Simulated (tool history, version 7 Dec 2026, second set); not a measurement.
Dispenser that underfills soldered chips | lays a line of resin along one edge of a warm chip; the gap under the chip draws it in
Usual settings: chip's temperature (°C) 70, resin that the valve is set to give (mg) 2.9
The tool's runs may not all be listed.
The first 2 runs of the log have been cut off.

run,hour,chip's temperature (°C),resin that the valve is set to give (mg),hours of work since the syringe was changed,hours of work since the valve was cleaned,hours of work since the stage was calibrated,time until the resin shows at the far edge (s),resin that the valve gave (mg)
3,9.1,70,2.9,6,18,70,28.6,2.84
# hour 13.5: new syringe of resin
4,13.6,70,2.9,0,21,73,21.4,2.818
5,22.5,70,2.9,6,27,79,28.9,2.822
# hour 27.3: new syringe of resin
6,31,70,3.52,3,32,84,22.9,3.403
7,37.7,70,2.9,7,37,89,30.1,2.787
# hour 41.1: new syringe of resin
8,42.6,70,2.9,1,40,92,22.9,2.776
9,48.8,70,2.9,5,45,97,27.4,2.765
# hour 55: new syringe of resin
# hour 56.5: dispensing valve cleaned and set on the balance
10,56.5,70,2.9,0,0,101,21.4,2.893
11,65.8,70,2.9,7,6,107,29.7,2.892
# hour 69.8: new syringe of resin
12,75.4,70,3.32,4,13,114,24.2,3.266
# hour 83.9: new syringe of resin
13,84.9,70,2.9,1,19,120,22.1,2.847
14,94.3,70,2.9,7,26,127,29.7,2.805
# hour 97.7: new syringe of resin
15,98.9,70,2.9,1,29,130,21.4,2.83
16,104.3,70,2.9,5,32,133,26.2,2.824
# hour 111.5: new syringe of resin
17,111.7,70,2.9,0,37,138,21.6,2.791
18,116.1,63,2.9,3,40,141,32.7,2.79
19,122.4,67,3.24,8,45,146,33.9,3.102
# hour 125.3: new syringe of resin
20,127.8,67,3.24,2,48,149,25.4,3.094
# hour 130.1: dispensing valve cleaned and set on the balance
21,136.9,66,2.83,7,5,155,36,2.812
# hour 140.1: new syringe of resin
22,143.6,64,2.85,2,9,159,29.9,2.825
23,148.7,64,2.85,6,13,163,36,2.799
# hour 153.6: new syringe of resin
24,154.6,64,2.85,1,16,166,27.1,2.797
25,162.1,70,2.91,6,22,172,27.3,2.851

What will run 26 give?
# hour 167.3: new syringe of resin
26,169.2,67,3.56,1,26,176,?,?

Run 26 gave time until the resin shows at the far edge (s) 23.9, resin that the valve gave (mg) 3.473.
Had the tool carried no hidden state, the very same run would have given time until the resin shows at the far edge (s) 23.6, resin that the valve gave (mg) 3.562.
